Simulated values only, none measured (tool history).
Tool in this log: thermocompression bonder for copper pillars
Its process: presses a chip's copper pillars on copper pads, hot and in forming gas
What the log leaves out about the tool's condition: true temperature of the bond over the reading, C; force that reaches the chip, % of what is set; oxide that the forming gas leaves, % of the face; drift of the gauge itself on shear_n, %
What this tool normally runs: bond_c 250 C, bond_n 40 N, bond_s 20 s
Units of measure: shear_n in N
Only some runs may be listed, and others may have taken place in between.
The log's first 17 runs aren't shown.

run,hour,bond_c,bond_n,bond_s,hours of work since the heater was calibrated,hours of work since the force cell was calibrated,hours of work since the gas filter was changed,shear_n
18,854,268,44,20,650,426,165,78.9
19,907,226,40,20,683,460,198,43.3
20,942.5,226,40,20,706,482,221,45
21,1009,226,40,20,747,524,263,44.2
22,1041.4,243,25,52,768,544,283,61.6
# hour 1071.4: forming gas filter changed
23,1093.1,243,25,52,800,576,14,70
24,1145.4,250,40,25,833,609,47,73.2
# hour 1151.3: heater calibrated with a thermocouple chip
25,1177.7,249,40,18,17,628,66,69.7
26,1208.4,269,40,20,36,648,85,85.5
27,1259.7,269,40,20,68,680,117,86.3
28,1321.8,271,53,54,107,719,156,103.1
29,1374.5,276,48,37,140,752,189,98.3

Run 30, settings as shown, results not yet in. Your forecast:
30,1426.9,220,43,11,173,785,222,?

{"run 30": {"shear_n": 39.4}}
With the hidden condition absent and the run-to-run variation left alone, this run would have shown shear_n 31.5 N.
